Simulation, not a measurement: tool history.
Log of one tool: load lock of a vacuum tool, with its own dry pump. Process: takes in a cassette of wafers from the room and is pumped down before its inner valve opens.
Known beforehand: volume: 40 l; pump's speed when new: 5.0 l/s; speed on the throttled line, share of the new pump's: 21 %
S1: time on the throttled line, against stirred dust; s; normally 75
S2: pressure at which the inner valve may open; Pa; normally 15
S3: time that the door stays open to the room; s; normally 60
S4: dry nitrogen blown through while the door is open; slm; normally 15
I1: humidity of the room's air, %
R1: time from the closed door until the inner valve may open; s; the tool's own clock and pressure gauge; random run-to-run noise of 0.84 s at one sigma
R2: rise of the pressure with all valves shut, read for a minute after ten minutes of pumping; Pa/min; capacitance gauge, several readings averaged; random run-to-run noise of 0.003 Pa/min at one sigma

{"run": 1, "day": 0.0, "S1": 75, "S2": 15, "S3": 60, "S4": 15, "I1": 43.4, "R1": 130.4, "R2": 0.052}
{"run": 2, "day": 3.975, "S1": 75, "S2": 15, "S3": 60, "S4": 15, "I1": 46.2, "R1": 131.5, "R2": 0.056}
{"run": 3, "day": 9.45, "S1": 75, "S2": 15, "S3": 60, "S4": 15, "I1": 42.2, "R1": 130.8, "R2": 0.057}
{"run": 4, "day": 14.421, "S1": 75, "S2": 15, "S3": 60, "S4": 15, "I1": 43.1, "R1": 130.9, "R2": 0.059}
{"run": 5, "day": 16.971, "S1": 75, "S2": 15, "S3": 60, "S4": 15, "I1": 45.2, "R1": 130.9, "R2": 0.058}
{"run": 6, "day": 22.612, "S1": 75, "S2": 15, "S3": 60, "S4": 15, "I1": 44.1, "R1": 131.7, "R2": 0.058}
{"run": 7, "day": 25.542, "S1": 75, "S2": 15, "S3": 60, "S4": 15, "I1": 46.1, "R1": 130.6, "R2": 0.057}
{"run": 8, "day": 30.354, "S1": 75, "S2": 15, "S3": 60, "S4": 15, "I1": 45.4, "R1": 131.5, "R2": 0.066}
{"run": 9, "day": 33.746, "S1": 75, "S2": 15, "S3": 60, "S4": 15, "I1": 44.6, "R1": 131.2, "R2": 0.06}
{"run": 10, "day": 38.546, "S1": 75, "S2": 15, "S3": 60, "S4": 15, "I1": 46.6, "R1": 132.0, "R2": 0.067}
{"run": 11, "day": 41.346, "S1": 75, "S2": 15, "S3": 60, "S4": 15, "I1": 47.2, "R1": 133.0, "R2": 0.061}
{"run": 12, "day": 43.762, "S1": 75, "S2": 15, "S3": 60, "S4": 15, "I1": 46.7, "R1": 132.6, "R2": 0.059}
{"run": 13, "day": 48.35, "S1": 75, "S2": 15, "S3": 60, "S4": 15, "I1": 48.7, "R1": 131.8, "R2": 0.062}
{"run": 14, "day": 53.825, "S1": 75, "S2": 15, "S3": 60, "S4": 15, "I1": 47.0, "R1": 132.5, "R2": 0.067}
{"run": 15, "day": 59.421, "S1": 75, "S2": 15, "S3": 194, "S4": 15, "I1": 42.7, "R1": 132.6, "R2": 0.083}
{"run": 16, "day": 63.925, "S1": 75, "S2": 15, "S3": 60, "S4": 12, "I1": 43.5, "R1": 132.3, "R2": 0.069}
{"run": 17, "day": 67.804, "S1": 75, "S2": 15, "S3": 54, "S4": 5, "I1": 45.5, "R1": 133.1, "R2": 0.076}
{"run": 18, "day": 70.533, "S1": 75, "S2": 15, "S3": 99, "S4": 15, "I1": 45.7, "R1": 132.4, "R2": 0.077}
{"run": 19, "day": 74.85, "S1": 121, "S2": 11, "S3": 92, "S4": 25, "I1": 44.5, "R1": 170.4, "R2": 0.061}
{"run": 20, "day": 77.342, "S1": 121, "S2": 11, "S3": 92, "S4": 25, "I1": 43.1, "R1": 169.2, "R2": 0.06}
{"run": 21, "day": 81.012, "S1": 75, "S2": 23, "S3": 60, "S4": 15, "I1": 43.3, "R1": 129.5, "R2": 0.065}
{"run": 22, "day": 83.496, "S1": 75, "S2": 23, "S3": 58, "S4": 27, "I1": 44.9, "R1": 128.6, "R2": 0.055}
{"run": 23, "day": 86.958, "S1": 75, "S2": 15, "S3": 46, "S4": 12, "I1": 43.8, "R1": 132.6, "R2": 0.061}
{"run": 24, "day": 91.921, "S1": 70, "S2": 11, "S3": 60, "S4": 32, "I1": 40.1, "R1": 130.6, "R2": 0.051}
{"run": 25, "day": 97.112, "S1": 70, "S2": 11, "S3": 37, "S4": 16, "I1": 45.9, "R1": 131.6, "R2": 0.062}
{"run": 26, "day": 100.088, "S1": 72, "S2": 19, "S3": 53, "S4": 39, "I1": 44.9, "R1": 128.4, "R2": 0.047}
{"run": 27, "day": 103.325, "S1": 137, "S2": 17, "S3": 28, "S4": 24, "I1": 47.7, "R1": 179.8, "R2": 0.046}

Expected results for the next run?
{"run": 28, "day": 106.783, "S1": 137, "S2": 17, "S3": 28, "S4": 24, "I1": 42.1, "R1": "?", "R2": "?"}

Run 28 measured R1 178.6 s, R2 0.052 Pa/min.
Without the tool's hidden state the same run would have given R1 176.9 s, R2 0.024 Pa/min.
